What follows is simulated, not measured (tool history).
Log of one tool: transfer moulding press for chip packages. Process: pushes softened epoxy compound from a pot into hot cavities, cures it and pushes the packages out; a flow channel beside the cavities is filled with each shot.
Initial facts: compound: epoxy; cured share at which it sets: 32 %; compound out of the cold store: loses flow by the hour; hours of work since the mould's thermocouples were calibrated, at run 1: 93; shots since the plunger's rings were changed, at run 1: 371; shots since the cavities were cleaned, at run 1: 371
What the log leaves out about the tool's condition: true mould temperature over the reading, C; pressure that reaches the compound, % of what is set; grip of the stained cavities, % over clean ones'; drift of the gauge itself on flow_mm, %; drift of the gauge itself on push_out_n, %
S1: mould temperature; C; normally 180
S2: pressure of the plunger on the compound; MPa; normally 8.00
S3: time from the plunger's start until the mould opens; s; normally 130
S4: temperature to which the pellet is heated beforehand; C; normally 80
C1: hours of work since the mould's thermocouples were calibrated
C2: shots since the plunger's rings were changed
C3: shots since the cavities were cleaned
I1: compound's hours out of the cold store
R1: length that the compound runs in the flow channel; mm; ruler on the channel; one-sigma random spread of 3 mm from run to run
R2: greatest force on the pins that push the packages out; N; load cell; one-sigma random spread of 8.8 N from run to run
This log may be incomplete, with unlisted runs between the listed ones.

Run 1, day 0.000: usual settings; C1 93; C2 371; C3 371; I1 9.9. Result: R1 765 mm, R2 641 N.
At day 0.700: cavities cleaned with cleaning compound and waxed.
Run 2, day 1.488: usual settings but S4 88 C; C1 107; C2 561; C3 105; I1 32.8. Result: R1 715 mm, R2 461 N.
Run 3, day 2.704: usual settings but S3 141 s, S4 88 C; C1 119; C2 722; C3 266; I1 9.9. Result: R1 767 mm, R2 539 N.
Run 4, day 3.975: usual settings but S3 150 s; C1 131; C2 891; C3 435; I1 37.6. Result: R1 708 mm, R2 584 N.
At day 4.171: cavities cleaned with cleaning compound and waxed.
Run 5, day 5.233: usual settings; C1 143; C2 1050; C3 141; I1 13.1. Result: R1 749 mm, R2 516 N.
Run 6, day 6.096: usual settings; C1 152; C2 1164; C3 255; I1 36.6. Result: R1 709 mm, R2 571 N.
Run 7, day 6.912: usual settings; C1 160; C2 1273; C3 364; I1 16.7. Result: R1 741 mm, R2 635 N.
At day 7.658: cavities cleaned with cleaning compound and waxed.
Run 8, day 8.183: usual settings; C1 171; C2 1433; C3 70; I1 36.0. Result: R1 707 mm, R2 455 N.
Run 9, day 9.429: usual settings; C1 183; C2 1598; C3 235; I1 18.7. Result: R1 735 mm, R2 554 N.
Run 10, day 10.638: usual settings; C1 195; C2 1759; C3 396; I1 11.3. Result: R1 752 mm, R2 644 N.
At day 11.146: cavities cleaned with cleaning compound and waxed.
Run 11, day 11.938: usual settings but S1 172 C, S2 8.55 MPa, S3 151 s, S4 81 C; C1 207; C2 1923; C3 105; I1 44.3. Result: R1 741 mm, R2 581 N.
Run 12, day 12.738: usual settings but S1 172 C, S2 8.55 MPa, S3 151 s, S4 81 C; C1 215; C2 2029; C3 211; I1 39.9. Result: R1 760 mm, R2 643 N.
Run 13, day 13.396: usual settings but S2 9.35 MPa, S3 140 s, S4 81 C; C1 221; C2 2117; C3 299; I1 13.4. Result: R1 806 mm, R2 567 N.
Run 14, day 14.367: usual settings but S1 178 C, S2 9.35 MPa, S3 128 s, S4 81 C; C1 231; C2 2246; C3 428; I1 22.0. Result: R1 796 mm, R2 761 N.
At day 14.683: cavities cleaned with cleaning compound and waxed.
Run 15, day 15.625: usual settings but S1 178 C, S2 9.35 MPa, S3 128 s, S4 81 C; C1 243; C2 2405; C3 126; I1 15.3. Result: R1 810 mm, R2 551 N.
Run 16, day 16.792: usual settings but S1 177 C, S2 6.51 MPa, S3 113 s; C1 254; C2 2560; C3 281; I1 46.6. Result: R1 619 mm, R2 894 N.
Run 17, day 17.717: usual settings but S1 177 C, S2 6.51 MPa, S3 113 s; C1 263; C2 2682; C3 403; I1 12.9. Result: R1 678 mm, R2 1037 N.
At day 18.196: cavities cleaned with cleaning compound and waxed.
Run 18, day 18.988: usual settings but S2 7.27 MPa, S4 76 C; C1 275; C2 2843; C3 106; I1 45.5. Result: R1 653 mm, R2 479 N.
Run 19, day 20.254: usual settings but S1 178 C, S2 8.08 MPa, S3 147 s, S4 86 C; C1 287; C2 3011; C3 274; I1 30.3. Result: R1 718 mm, R2 571 N.
Run 20, day 21.167: usual settings but S1 178 C, S2 8.08 MPa, S3 147 s, S4 86 C; C1 296; C2 3132; C3 395; I1 22.3. Result: R1 731 mm, R2 591 N.

Describe how what the log doesn't record of the tool's condition differs between the last listed run preceding each entry between runs and the first listed run following it.
After run 1, before run 2: cavities cleaned with cleaning compound and waxed (day 0.700)
  true mould temperature over the reading, C: 0.06 -> 0.08; pressure that reaches the compound, % of what is set: 99.25 -> 98.89; grip of the stained cavities, % over clean ones': 63.8 -> 24.7
  what was measured, less what the result would be without the hidden state, R1: -3 -> -5 mm; R2: +250 -> +90 N
After run 4, before run 5: cavities cleaned with cleaning compound and waxed (day 4.171)
  true mould temperature over the reading, C: 0.1 -> 0.12; pressure that reaches the compound, % of what is set: 98.24 -> 97.94; grip of the stained cavities, % over clean ones': 70.7 -> 30.9
  what was measured, less what the result would be without the hidden state, R1: -6 -> -9 mm; R2: +243 -> +120 N
After run 7, before run 8: cavities cleaned with cleaning compound and waxed (day 7.658)
  true mould temperature over the reading, C: 0.14 -> 0.15; pressure that reaches the compound, % of what is set: 97.5 -> 97.19; grip of the stained cavities, % over clean ones': 62.5 -> 19
  what was measured, less what the result would be without the hidden state, R1: -10 -> -11 mm; R2: +242 -> +70 N
After run 10, before run 11: cavities cleaned with cleaning compound and waxed (day 11.146)
  true mould temperature over the reading, C: 0.17 -> 0.19; pressure that reaches the compound, % of what is set: 96.52 -> 96.21; grip of the stained cavities, % over clean ones': 66.1 -> 23.6
  what was measured, less what the result would be without the hidden state, R1: -14 -> -16 mm; R2: +253 -> +106 N
After run 14, before run 15: cavities cleaned with cleaning compound and waxed (day 14.683)
  true mould temperature over the reading, C: 0.21 -> 0.23; pressure that reaches the compound, % of what is set: 95.52 -> 95.21; grip of the stained cavities, % over clean ones': 69.4 -> 29.1
  what was measured, less what the result would be without the hidden state, R1: -19 -> -21 mm; R2: +308 -> +119 N
After run 17, before run 18: cavities cleaned with cleaning compound and waxed (day 18.196)
  true mould temperature over the reading, C: 0.25 -> 0.26; pressure that reaches the compound, % of what is set: 94.67 -> 94.35; grip of the stained cavities, % over clean ones': 68.3 -> 23.3
  what was measured, less what the result would be without the hidden state, R1: -20 -> -20 mm; R2: +408 -> +87 N
